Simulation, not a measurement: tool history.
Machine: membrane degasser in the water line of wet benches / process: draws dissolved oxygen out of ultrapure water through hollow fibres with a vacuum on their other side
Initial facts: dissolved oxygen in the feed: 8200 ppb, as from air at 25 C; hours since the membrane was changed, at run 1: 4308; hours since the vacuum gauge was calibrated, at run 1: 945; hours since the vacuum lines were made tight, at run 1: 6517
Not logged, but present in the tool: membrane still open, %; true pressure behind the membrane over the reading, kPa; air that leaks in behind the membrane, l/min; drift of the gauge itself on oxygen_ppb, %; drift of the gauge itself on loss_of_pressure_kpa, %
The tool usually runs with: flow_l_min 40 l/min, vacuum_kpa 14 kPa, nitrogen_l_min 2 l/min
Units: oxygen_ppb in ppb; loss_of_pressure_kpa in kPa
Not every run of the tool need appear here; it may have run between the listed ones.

| run | hour | flow_l_min | vacuum_kpa | nitrogen_l_min | hours since the membrane was changed | hours since the vacuum gauge was calibrated | hours since the vacuum lines were made tight | oxygen_ppb | loss_of_pressure_kpa |
|---|---|---|---|---|---|---|---|---|---|
| 1 | 0 | 40 | 14 | 2 | 4308 | 945 | 6517 | 603.8 | 61.82 |
| 2 | 214 | 40 | 14 | 2 | 4522 | 1159 | 6731 | 615.6 | 61.98 |
| 3 | 432.9 | 40 | 14 | 2 | 4740 | 1378 | 6950 | 602.8 | 62.23 |
| 4 | 597.1 | 60 | 14 | 2 | 4905 | 1542 | 7114 | 939.1 | 92.88 |
| 5 | 810.4 | 40 | 14 | 2 | 5118 | 1755 | 7327 | 597.7 | 61.89 |
| 6 | 1005.4 | 40 | 14 | 2 | 5313 | 1950 | 7522 | 609.9 | 61.8 |
| 7 | 1188.7 | 40 | 14 | 2 | 5496 | 2134 | 7705 | 610.8 | 62.18 |
| 8 | 1386 | 40 | 14 | 2 | 5694 | 2331 | 7903 | 614.2 | 61.99 |
| 9 | 1550.2 | 40 | 14 | 2.79 | 5858 | 2495 | 8067 | 496.2 | 61.83 |
| 10 | 1759 | 40 | 14 | 2 | 6067 | 2704 | 8276 | 606.5 | 62.65 |
| 11 | 1888.6 | 40 | 14 | 2 | 6196 | 2834 | 8405 | 622.3 | 62.15 |
| 12 | 2039.9 | 40 | 14 | 2 | 6348 | 2985 | 8557 | 613.7 | 62.11 |
| 13 | 2206.1 | 40 | 14 | 2 | 6514 | 3151 | 8723 | 614.4 | 62.18 |
| 14 | 2417 | 40 | 14 | 2 | 6725 | 3362 | 8934 | 618.6 | 62.24 |
| 15 | 2614.6 | 40 | 14 | 2 | 6922 | 3560 | 9131 | 610.2 | 62.11 |
| 16 | 2746.5 | 40 | 14 | 2 | 7054 | 3691 | 9263 | 611 | 62.21 |
| 17 | 2896 | 25 | 13.8 | 1.27 | 7204 | 3841 | 9413 | 491.3 | 39 |
| 18 | 3006 | 40 | 15.8 | 2.22 | 7314 | 3951 | 9523 | 638.4 | 61.76 |
| 19 | 3148.9 | 40 | 15.8 | 2.22 | 7456 | 4094 | 9666 | 629.4 | 62.3 |
| 20 | 3263.5 | 40 | 14 | 2.13 | 7571 | 4208 | 9780 | 583.3 | 62.17 |
|  | 3439.5 | vacuum gauge calibrated |
| 21 | 3462.7 | 24 | 12.7 | 2 | 7770 | 23 | 9979 | 316.4 | 37.11 |
| 22 | 3672.1 | 46 | 8.5 | 2.68 | 7979 | 233 | 10188 | 406.5 | 70.96 |
| 23 | 3773.6 | 46 | 8.5 | 2.68 | 8081 | 334 | 10290 | 400.1 | 71.2 |

Run 24 is up next; what results do you expect?
| 24 | 3957.4 | 46 | 8.5 | 2.68 | 8264 | 518 | 10474 | ? | ? |

{"run 24": {"oxygen_ppb": 410.3, "loss_of_pressure_kpa": 71.19}}
With the hidden condition absent and the run-to-run variation left alone, this run would have shown oxygen_ppb 409.5 ppb, loss_of_pressure_kpa 71.12 kPa.
